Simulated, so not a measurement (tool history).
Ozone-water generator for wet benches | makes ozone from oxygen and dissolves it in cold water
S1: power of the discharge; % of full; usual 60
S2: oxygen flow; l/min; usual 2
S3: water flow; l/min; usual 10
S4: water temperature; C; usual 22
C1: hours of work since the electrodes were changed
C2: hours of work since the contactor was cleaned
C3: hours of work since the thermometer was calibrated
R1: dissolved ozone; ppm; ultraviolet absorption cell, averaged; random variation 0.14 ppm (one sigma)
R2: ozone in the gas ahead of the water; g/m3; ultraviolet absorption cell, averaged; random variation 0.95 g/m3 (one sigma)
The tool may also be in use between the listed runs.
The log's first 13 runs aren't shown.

{"run": 14, "day": 34.912, "S1": 60, "S2": 2, "S3": 10, "S4": 22, "C1": 1014, "C2": 3200, "C3": 1055, "R1": 14.5, "R2": 156.1}
{"day": 35.208, "done": "water thermometer calibrated"}
{"run": 15, "day": 36.7, "S1": 60, "S2": 2, "S3": 10, "S4": 22, "C1": 1050, "C2": 3236, "C3": 30, "R1": 14.6, "R2": 154.8}
{"run": 16, "day": 39.258, "S1": 60, "S2": 2, "S3": 10, "S4": 22, "C1": 1102, "C2": 3288, "C3": 82, "R1": 14.5, "R2": 154.5}
{"run": 17, "day": 42.629, "S1": 60, "S2": 2, "S3": 9, "S4": 25, "C1": 1170, "C2": 3356, "C3": 150, "R1": 15.3, "R2": 155.1}
{"day": 42.888, "done": "water thermometer calibrated, once more"}
{"run": 18, "day": 46.138, "S1": 53, "S2": 2, "S3": 8, "S4": 22, "C1": 1240, "C2": 3427, "C3": 66, "R1": 15.6, "R2": 141}
{"run": 19, "day": 48.346, "S1": 89, "S2": 1.11, "S3": 10, "S4": 22, "C1": 1285, "C2": 3471, "C3": 111, "R1": 16.8, "R2": 263.6}
{"day": 50.942, "done": "contactor cleaned"}
{"run": 20, "day": 51.15, "S1": 56, "S2": 2, "S3": 10, "S4": 22, "C1": 1338, "C2": 4, "C3": 164, "R1": 14.3, "R2": 146.9}
{"run": 21, "day": 53.188, "S1": 88, "S2": 2, "S3": 10, "S4": 22, "C1": 1380, "C2": 45, "C3": 205, "R1": 20, "R2": 202.6}
{"run": 22, "day": 56.896, "S1": 88, "S2": 2, "S3": 10, "S4": 22, "C1": 1455, "C2": 121, "C3": 280, "R1": 19.9, "R2": 201.8}
{"run": 23, "day": 60.692, "S1": 76, "S2": 2, "S3": 10, "S4": 26, "C1": 1532, "C2": 197, "C3": 357, "R1": 16.7, "R2": 182.4}
{"run": 24, "day": 64.479, "S1": 76, "S2": 2, "S3": 10, "S4": 26, "C1": 1608, "C2": 274, "C3": 434, "R1": 16.8, "R2": 182.2}
{"run": 25, "day": 67.446, "S1": 76, "S2": 1.66, "S3": 10, "S4": 26, "C1": 1668, "C2": 334, "C3": 494, "R1": 16.3, "R2": 196.9}
{"run": 26, "day": 70.317, "S1": 76, "S2": 1.66, "S3": 10, "S4": 26, "C1": 1727, "C2": 392, "C3": 552, "R1": 16.5, "R2": 194.5}
{"run": 27, "day": 72.833, "S1": 46, "S2": 2.69, "S3": 12, "S4": 17, "C1": 1777, "C2": 443, "C3": 603, "R1": 11.9, "R2": 111.4}
{"run": 28, "day": 75.617, "S1": 46, "S2": 2.6, "S3": 7, "S4": 19, "C1": 1834, "C2": 500, "C3": 659, "R1": 17.1, "R2": 113.4}
{"run": 29, "day": 78.05, "S1": 69, "S2": 1.59, "S3": 9, "S4": 19, "C1": 1883, "C2": 549, "C3": 708, "R1": 17.9, "R2": 185.7}
{"run": 30, "day": 80.158, "S1": 60, "S2": 1.01, "S3": 8, "S4": 22, "C1": 1926, "C2": 591, "C3": 751, "R1": 15.2, "R2": 202.8}
{"run": 31, "day": 82.729, "S1": 47, "S2": 2, "S3": 7, "S4": 15, "C1": 1978, "C2": 644, "C3": 803, "R1": 17.9, "R2": 126.8}
{"run": 32, "day": 86.492, "S1": 53, "S2": 2, "S3": 10, "S4": 22, "C1": 2054, "C2": 720, "C3": 879, "R1": 13.3, "R2": 139.4}

Forecast each of these 3 alternatives for the next run:
{"run": "A", "day": 88.075, "S1": 53, "S2": 2, "S3": 13, "S4": 21, "C1": 2086, "C2": 752, "C3": 911, "R1": "?", "R2": "?"}
{"run": "B", "day": 88.075, "S1": 50, "S2": 2.71, "S3": 10, "S4": 22, "C1": 2086, "C2": 752, "C3": 911, "R1": "?", "R2": "?"}
{"run": "C", "day": 88.075, "S1": 53, "S2": 2, "S3": 10, "S4": 28, "C1": 2086, "C2": 752, "C3": 911, "R1": "?", "R2": "?"}

run=A R1=10.9 R2=137.3
run=B R1=13.6 R2=119.1
run=C R1=12.4 R2=139.3
Without the tool's hidden state the same runs would have given:
run=A R1=11.7 R2=146.1
run=B R1=14.6 R2=126.2
run=C R1=13.3 R2=148.1
